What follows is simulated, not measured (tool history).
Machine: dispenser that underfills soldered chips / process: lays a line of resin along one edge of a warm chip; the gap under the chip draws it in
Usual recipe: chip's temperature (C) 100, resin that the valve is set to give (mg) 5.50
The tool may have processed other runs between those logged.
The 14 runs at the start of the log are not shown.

| run | hour | chip's temperature (C) | resin that the valve is set to give (mg) | hours of work since the syringe was changed | hours of work since the valve was cleaned | hours of work since the stage was calibrated | time until the resin shows at the far edge (s) | resin that the valve gave (mg) |
|---|---|---|---|---|---|---|---|---|
|  | 156.0 | new syringe of resin |
| 15 | 156.4 | 100 | 5.50 | 0 | 40 | 432 | 75.9 | 5.32 |
| 16 | 163.7 | 100 | 5.50 | 5 | 44 | 437 | 92.8 | 5.31 |
|  | 167.2 | new syringe of resin |
|  | 169.0 | dispensing valve cleaned and set on the balance |
| 17 | 175.3 | 100 | 5.50 | 5 | 4 | 444 | 89.9 | 5.46 |
|  | 179.9 | new syringe of resin |
| 18 | 187.7 | 111 | 7.01 | 5 | 12 | 452 | 68.8 | 6.95 |
|  | 190.9 | new syringe of resin |
| 19 | 199.0 | 90 | 6.27 | 5 | 19 | 459 | 123.0 | 6.17 |
|  | 202.7 | new syringe of resin |
| 20 | 208.1 | 90 | 6.08 | 4 | 25 | 465 | 113.0 | 5.94 |
|  | 213.9 | new syringe of resin |
| 21 | 222.2 | 102 | 6.46 | 5 | 34 | 474 | 86.9 | 6.30 |
|  | 225.3 | new syringe of resin |
|  | 236.7 | new syringe of resin |
| 22 | 238.0 | 102 | 6.46 | 1 | 44 | 483 | 71.3 | 6.21 |
|  | 244.1 | dispensing valve cleaned and set on the balance |
|  | 249.4 | new syringe of resin |
| 23 | 251.8 | 106 | 5.59 | 2 | 5 | 492 | 69.5 | 5.56 |
| 24 | 259.3 | 115 | 6.68 | 6 | 10 | 496 | 66.6 | 6.72 |
|  | 260.5 | new syringe of resin |
| 25 | 271.0 | 103 | 7.15 | 7 | 17 | 504 | 92.0 | 7.08 |
|  | 272.1 | new syringe of resin |
|  | 284.1 | new syringe of resin |
| 26 | 284.1 | 103 | 7.15 | 0 | 25 | 512 | 68.9 | 7.03 |
|  | 295.1 | new syringe of resin |
| 27 | 298.3 | 103 | 7.15 | 2 | 34 | 521 | 74.2 | 6.95 |
| 28 | 304.9 | 89 | 7.15 | 6 | 39 | 525 | 132.7 | 6.93 |
|  | 307.2 | new syringe of resin |
| 29 | 317.1 | 97 | 6.11 | 6 | 46 | 533 | 106.4 | 5.80 |
|  | 318.2 | new syringe of resin |
|  | 319.2 | dispensing valve cleaned and set on the balance |
| 30 | 329.1 | 109 | 5.01 | 6 | 6 | 540 | 84.4 | 5.02 |
|  | 330.4 | new syringe of resin |
|  | 342.4 | new syringe of resin |
| 31 | 344.4 | 109 | 5.01 | 1 | 16 | 549 | 65.7 | 4.95 |
|  | 354.3 | new syringe of resin |
| 32 | 355.4 | 112 | 5.68 | 1 | 23 | 556 | 59.6 | 5.56 |
|  | 366.0 | new syringe of resin |
| 33 | 368.2 | 112 | 5.68 | 1 | 31 | 564 | 59.2 | 5.49 |
| 34 | 376.4 | 90 | 6.35 | 7 | 36 | 570 | 130.0 | 6.18 |

Predict each of these 4 candidate next runs independently; none follows another, all start after run 34:
|  | 377.8 | new syringe of resin |
| A | 385.6 | 101 | 5.29 | 5 | 42 | 576 | ? | ? |
|  | 377.8 | new syringe of resin |
| B | 385.6 | 93 | 5.69 | 5 | 42 | 576 | ? | ? |
|  | 377.8 | new syringe of resin |
| C | 385.6 | 92 | 5.50 | 5 | 42 | 576 | ? | ? |
|  | 377.8 | new syringe of resin |
| D | 385.6 | 88 | 5.57 | 5 | 42 | 576 | ? | ? |

| run | time until the resin shows at the far edge (s) | resin that the valve gave (mg) |
|---|---|---|
| A | 96.5 | 5.17 |
| B | 118.2 | 5.48 |
| C | 120.2 | 5.29 |
| D | 136.0 | 5.35 |
Stripped of hidden state, with their random variation kept, the same runs would have yielded:
| run | time until the resin shows at the far edge (s) | resin that the valve gave (mg) |
|---|---|---|
| A | 70.0 | 5.35 |
| B | 85.7 | 5.68 |
| C | 86.9 | 5.47 |
| D | 98.1 | 5.54 |
